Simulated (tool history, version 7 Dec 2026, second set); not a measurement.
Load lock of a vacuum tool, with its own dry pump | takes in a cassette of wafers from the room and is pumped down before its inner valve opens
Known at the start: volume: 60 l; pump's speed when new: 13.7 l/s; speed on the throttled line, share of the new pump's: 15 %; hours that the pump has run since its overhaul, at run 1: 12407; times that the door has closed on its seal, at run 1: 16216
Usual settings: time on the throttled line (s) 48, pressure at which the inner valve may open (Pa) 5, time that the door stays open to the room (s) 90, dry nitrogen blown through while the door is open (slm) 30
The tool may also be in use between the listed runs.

run	day	time on the throttled line (s)	pressure at which the inner valve may open (Pa)	time that the door stays open to the room (s)	dry nitrogen blown through while the door is open (slm)	hours that the pump has run since its overhaul	times that the door has closed on its seal	incoming humidity of the room's air, %	time from the closed door until the inner valve may open (s)	rise of the pressure with all valves shut (Pa/min)
1	0.000	48	5	90	30	12407	16216	43.4	91.0	0.255
2	9.279	28	5	90	30	12630	17273	44.1	75.1	0.270
3	16.929	28	7	90	30	12813	18145	44.5	73.3	0.282
4	26.742	28	7	90	30	13049	19264	43.7	73.3	0.311
5	40.704	28	7	90	30	13384	20855	43.1	74.1	0.331
6	48.075	28	7	90	30	13561	21695	45.6	74.2	0.353
7	54.475	48	5	90	30	13714	22425	45.5	92.2	0.364
8	63.208	59	5	90	30	13924	23420	45.7	101.9	0.375
9	74.750	59	5	90	30	14201	24736	41.9	102.6	0.413
10	83.875	59	5	90	30	14420	25776	42.1	102.3	0.424
11	92.412	59	5	90	30	14625	26749	45.1	101.0	0.445
12	104.400	90	5	90	30	14913	28115	44.7	127.0	0.485
13	116.950	90	5	90	30	15214	29546	46.6	127.6	0.517
14	122.658	90	5	90	30	15351	30197	43.6	127.0	0.542
15	130.442	90	5	90	30	15538	31084	44.4	127.6	0.572
16	138.000	90	5	81	30	15719	31945	45.5	127.0	0.585
17	148.688	90	5	81	30	15975	33163	42.5	127.6	0.609
# day 150.700: door's seal changed, seat wiped
18	157.667	48	5	90	30	16189	794	41.9	94.6	0.041
19	167.946	48	5	90	30	16436	1965	46.7	94.4	0.062
# day 175.758: dry pump taken out, an overhauled one fitted
20	181.812	60	7	94	24	145	3518	45.4	93.5	0.067
21	193.750	60	7	94	24	432	4878	44.0	93.6	0.078
22	199.579	85	7	94	24	572	5543	39.8	114.1	0.087
23	212.075	38	5	27	30	872	6967	45.3	76.8	0.077
24	221.796	32	5	90	9	1105	8075	48.4	72.0	0.133
25	229.862	30	8	77	10	1299	8995	42.5	67.9	0.130
26	241.471	45	8	77	9	1577	10317	44.0	81.0	0.153
27	255.521	53	8	77	9	1914	11919	45.9	87.5	0.178
28	264.329	48	5	90	15	2126	12923	43.4	86.5	0.177
29	277.446	39	9	70	24	2441	14418	47.1	75.5	0.190
30	286.979	39	9	70	24	2669	15505	43.2	75.3	0.208
31	297.204	59	8	25	23	2915	16670	47.7	91.9	0.211
32	305.304	59	5	25	23	3109	17593	46.0	96.1	0.219
33	313.667	31	7	34	8	3310	18546	44.5	70.5	0.252
34	320.083	48	5	90	9	3464	19278	42.2	86.6	0.300
35	332.421	48	5	90	8	3760	20684	47.2	87.2	0.328
36	343.950	48	5	90	8	4037	21998	40.9	86.2	0.338
37	352.371	52	7	175	19	4239	22958	45.1	89.3	0.376

Some steps in time from the closed door until the inner valve may open (s) between neighbouring runs. How much of each would the tool show without its hidden state too (settings, what came in, random variation), and how much is left for the hidden state, with any gauge scatter that isn't in both results?
The hidden state here: pump's speed, % of a new pump's; leak at the door's seal, Pa l/s; drift of the gauge itself on ready_s, %; drift of the gauge itself on rise_pa_min, %.
Run 1 -> 2: time on the throttled line (s) 48 -> 28. time from the closed door until the inner valve may open (s) -15.9: hidden state +0.7, all else -16.6.
Run 11 -> 12: time on the throttled line (s) 59 -> 90. time from the closed door until the inner valve may open (s) +26.0: hidden state -0.7, all else +26.7.
Run 17 -> 18: time on the throttled line (s) 90 -> 48, time that the door stays open to the room (s) 81 -> 90, door's seal changed, seat wiped. time from the closed door until the inner valve may open (s) -33.0: hidden state +1.7, all else -34.7.
Run 19 -> 20: time on the throttled line (s) 48 -> 60, pressure at which the inner valve may open (Pa) 5 -> 7, time that the door stays open to the room (s) 90 -> 94, dry nitrogen blown through while the door is open (slm) 30 -> 24, dry pump taken out, an overhauled one fitted. time from the closed door until the inner valve may open (s) -0.9: hidden state -9.4, all else +8.5.
Run 22 -> 23: time on the throttled line (s) 85 -> 38, pressure at which the inner valve may open (Pa) 7 -> 5, time that the door stays open to the room (s) 94 -> 27, dry nitrogen blown through while the door is open (slm) 24 -> 30. time from the closed door until the inner valve may open (s) -37.3: hidden state +0.3, all else -37.6.
